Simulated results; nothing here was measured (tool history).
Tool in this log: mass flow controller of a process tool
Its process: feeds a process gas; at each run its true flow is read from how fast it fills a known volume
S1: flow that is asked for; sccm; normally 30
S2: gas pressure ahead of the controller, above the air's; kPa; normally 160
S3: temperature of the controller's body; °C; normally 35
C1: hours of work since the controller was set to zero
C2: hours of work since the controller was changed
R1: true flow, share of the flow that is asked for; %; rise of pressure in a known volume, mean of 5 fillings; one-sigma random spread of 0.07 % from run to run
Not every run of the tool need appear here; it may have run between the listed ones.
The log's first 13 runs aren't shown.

Run 14, hour 1069.6: usual settings but S2 276 kPa; C1 945; C2 945. Result: R1 99.85 %.
Run 15, hour 1145.9: usual settings but S2 276 kPa; C1 1003; C2 1003. Result: R1 99.98 %.
Run 16, hour 1256.8: usual settings but S3 40 °C; C1 1086; C2 1086. Result: R1 99.54 %.
Run 17, hour 1340.8: usual settings but S3 40 °C; C1 1149; C2 1149. Result: R1 99.55 %.
Run 18, hour 1392.0: usual settings but S3 40 °C; C1 1188; C2 1188. Result: R1 99.58 %.
Run 19, hour 1496.2: usual settings but S3 40 °C; C1 1267; C2 1267. Result: R1 99.67 %.
Run 20, hour 1560.3: usual settings but S3 32 °C; C1 1315; C2 1315. Result: R1 99.21 %.
Run 21, hour 1633.6: usual settings but S3 32 °C; C1 1370; C2 1370. Result: R1 99.19 %.
Run 22, hour 1720.7: usual settings but S3 32 °C; C1 1436; C2 1436. Result: R1 99.26 %.
Run 23, hour 1796.6: usual settings but S3 32 °C; C1 1493; C2 1493. Result: R1 99.29 %.
Run 24, hour 1843.9: usual settings; C1 1529; C2 1529. Result: R1 99.57 %.
Run 25, hour 1942.8: usual settings; C1 1603; C2 1603. Result: R1 99.57 %.
Run 26, hour 2017.3: usual settings but S1 18 sccm, S2 205 kPa, S3 22 °C; C1 1659; C2 1659. Result: R1 99.26 %.
Run 27, hour 2119.2: usual settings but S1 20 sccm, S2 184 kPa, S3 29 °C; C1 1736; C2 1736. Result: R1 99.46 %.
Run 28, hour 2202.7: usual settings but S1 18 sccm, S2 209 kPa, S3 21 °C; C1 1799; C2 1799. Result: R1 99.20 %.
Run 29, hour 2301.8: usual settings but S1 24 sccm, S2 145 kPa, S3 22 °C; C1 1874; C2 1874. Result: R1 98.78 %.
Run 30, hour 2379.5: usual settings but S1 18 sccm, S2 209 kPa, S3 38 °C; C1 1932; C2 1932. Result: R1 100.27 %.
Run 31, hour 2427.8: usual settings but S1 13 sccm, S2 189 kPa; C1 1969; C2 1969. Result: R1 100.50 %.
Run 32, hour 2485.3: usual settings but S1 13 sccm, S3 21 °C; C1 2012; C2 2012. Result: R1 99.37 %.
Run 33, hour 2569.9: usual settings but S1 17 sccm, S2 208 kPa, S3 31 °C; C1 2076; C2 2076. Result: R1 100.09 %.
Run 34, hour 2650.8: usual settings but S1 48 sccm, S2 208 kPa, S3 25 °C; C1 2137; C2 2137. Result: R1 99.74 %.
Run 35, hour 2744.8: usual settings but S1 18 sccm, S2 255 kPa, S3 22 °C; C1 2208; C2 2208. Result: R1 99.93 %.
Run 36, hour 2834.7: usual settings but S1 18 sccm, S2 155 kPa, S3 29 °C; C1 2276; C2 2276. Result: R1 99.72 %.
Run 37, hour 2946.7: usual settings but S1 74 sccm, S2 197 kPa, S3 22 °C; C1 2360; C2 2360. Result: R1 100.17 %.
Run 38, hour 3040.3: usual settings but S1 74 sccm, S2 194 kPa, S3 23 °C; C1 2431; C2 2431. Result: R1 100.34 %.

Run 39 comes next. What will it give?
Run 39, hour 3120.1: usual settings but S1 74 sccm, S2 185 kPa, S3 33 °C; C1 2491; C2 2491. Result: R1 ?.

Run 39 yielded R1 100.93 %.
If the tool had no hidden condition, the same run with the same run-to-run variation would have returned R1 99.74 %.
